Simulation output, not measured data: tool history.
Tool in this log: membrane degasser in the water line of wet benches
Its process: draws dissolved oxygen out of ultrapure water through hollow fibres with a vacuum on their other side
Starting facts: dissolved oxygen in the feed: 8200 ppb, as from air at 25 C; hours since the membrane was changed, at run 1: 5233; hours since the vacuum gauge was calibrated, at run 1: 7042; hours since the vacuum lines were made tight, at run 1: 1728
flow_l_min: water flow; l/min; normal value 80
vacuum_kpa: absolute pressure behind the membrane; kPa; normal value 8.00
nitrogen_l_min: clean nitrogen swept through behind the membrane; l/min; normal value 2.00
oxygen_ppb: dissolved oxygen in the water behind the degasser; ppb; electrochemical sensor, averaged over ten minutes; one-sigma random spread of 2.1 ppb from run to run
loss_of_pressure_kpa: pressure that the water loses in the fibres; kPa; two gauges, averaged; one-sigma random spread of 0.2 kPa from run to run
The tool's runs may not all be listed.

run	hour	flow_l_min	vacuum_kpa	nitrogen_l_min	hours since the membrane was changed	hours since the vacuum gauge was calibrated	hours since the vacuum lines were made tight	oxygen_ppb	loss_of_pressure_kpa
1	0.0	80	8.00	2.00	5233	7042	1728	390.6	46.42
2	64.8	82	8.00	2.00	5297	7107	1793	403.3	47.40
3	212.1	80	8.00	0.92	5445	7255	1940	660.1	46.17
4	336.1	80	8.00	0.92	5569	7379	2064	670.4	46.36
5	404.4	80	8.00	0.92	5637	7447	2133	656.6	45.98
6	483.8	80	8.00	0.92	5716	7526	2212	657.7	45.96
7	587.1	80	8.00	0.92	5820	7630	2315	664.3	46.23
# hour 684.0: vacuum gauge calibrated
8	720.4	71	5.47	1.45	5953	36	2448	225.0	41.02

What does the tool deliver on the next run?
9	868.4	80	14.14	1.84	6101	184	2596	?	?

{"run 9": {"oxygen_ppb": 891.7, "loss_of_pressure_kpa": 46.18}}
Minus the tool's unlogged condition, the same run would have read oxygen_ppb 879.5 ppb, loss_of_pressure_kpa 46.15 kPa.

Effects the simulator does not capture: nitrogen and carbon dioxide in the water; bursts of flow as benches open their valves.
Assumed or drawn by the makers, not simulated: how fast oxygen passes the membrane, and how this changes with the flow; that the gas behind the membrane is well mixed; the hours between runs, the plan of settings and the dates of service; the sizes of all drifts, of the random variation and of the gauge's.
